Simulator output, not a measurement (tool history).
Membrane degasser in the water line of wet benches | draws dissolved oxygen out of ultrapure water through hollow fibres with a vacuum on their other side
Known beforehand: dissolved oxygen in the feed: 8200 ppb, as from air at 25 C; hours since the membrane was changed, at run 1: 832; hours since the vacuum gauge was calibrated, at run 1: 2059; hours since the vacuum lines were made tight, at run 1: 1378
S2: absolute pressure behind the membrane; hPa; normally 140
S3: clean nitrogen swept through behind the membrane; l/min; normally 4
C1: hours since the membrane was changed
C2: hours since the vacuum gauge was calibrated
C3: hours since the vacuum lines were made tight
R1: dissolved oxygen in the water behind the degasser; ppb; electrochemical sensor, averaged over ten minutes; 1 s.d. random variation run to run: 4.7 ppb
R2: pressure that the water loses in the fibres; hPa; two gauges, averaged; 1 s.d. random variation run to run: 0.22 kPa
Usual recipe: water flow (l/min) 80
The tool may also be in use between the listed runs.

run 1 hour=0 | water_flow_(l/min)=80 S2=140 S3=4 | C1=832 C2=2059 C3=1378 | R1=519.3 R2=519.1
run 2 hour=44.4 | water_flow_(l/min)=80 S2=140 S3=4 | C1=876 C2=2104 C3=1422 | R1=507.9 R2=522
run 3 hour=88.2 | water_flow_(l/min)=80 S2=140 S3=4 | C1=920 C2=2148 C3=1466 | R1=521.2 R2=516.9
run 4 hour=121.7 | water_flow_(l/min)=80 S2=272 S3=4 | C1=954 C2=2181 C3=1499 | R1=1011.4 R2=520.6
run 5 hour=164.3 | water_flow_(l/min)=80 S2=272 S3=4 | C1=996 C2=2224 C3=1542 | R1=1029.9 R2=520
run 6 hour=191.8 | water_flow_(l/min)=80 S2=272 S3=4 | C1=1024 C2=2251 C3=1569 | R1=1022.7 R2=519.2
-- hour=195.3 vacuum gauge calibrated
run 7 hour=241.3 | water_flow_(l/min)=80 S2=272 S3=4 | C1=1073 C2=46 C3=1618 | R1=1028.6 R2=522.2
run 8 hour=265.9 | water_flow_(l/min)=64 S2=94 S3=4 | C1=1097 C2=71 C3=1643 | R1=263.4 R2=419.6
run 9 hour=306.1 | water_flow_(l/min)=64 S2=94 S3=4 | C1=1138 C2=111 C3=1683 | R1=267.8 R2=419.6
run 10 hour=338.6 | water_flow_(l/min)=57 S2=101 S3=4 | C1=1170 C2=143 C3=1716 | R1=257.6 R2=373.4
-- hour=368.2 vacuum gauge calibrated, once more
run 11 hour=379.9 | water_flow_(l/min)=113 S2=217 S3=2.11 | C1=1211 C2=12 C3=1756 | R1=1680.8 R2=734.8
run 12 hour=415.3 | water_flow_(l/min)=113 S2=217 S3=2.11 | C1=1246 C2=47 C3=1792 | R1=1666.2 R2=735.5
run 13 hour=461.9 | water_flow_(l/min)=99 S2=138 S3=6.29 | C1=1293 C2=94 C3=1838 | R1=440.5 R2=646.6

Difference, measured minus no-hidden-state, one row per run. Run-to-run variation is common to both terms; the gauge's own scatter need not be:
What the log doesn't record here: membrane still open, %; true pressure behind the membrane over the reading, kPa; air that leaks in behind the membrane, l/min; drift of the gauge itself on oxygen_ppb, %; drift of the gauge itself on loss_of_pressure_kpa, %.
run=1 R1=+11.8 R2=+5.9
run=2 R1=+11.9 R2=+6.2
run=3 R1=+12.6 R2=+6.4
run=4 R1=+11.5 R2=+6.8
run=5 R1=+12 R2=+7.1
run=6 R1=+12.1 R2=+7.3
run=7 R1=+15.7 R2=+7.6
run=8 R1=+14.4 R2=+6.3
run=9 R1=+15 R2=+6.5
run=10 R1=+13.3 R2=+6
run=11 R1=+6.1 R2=+12.2
run=12 R1=+6.5 R2=+12.5
run=13 R1=+6.9 R2=+11.4
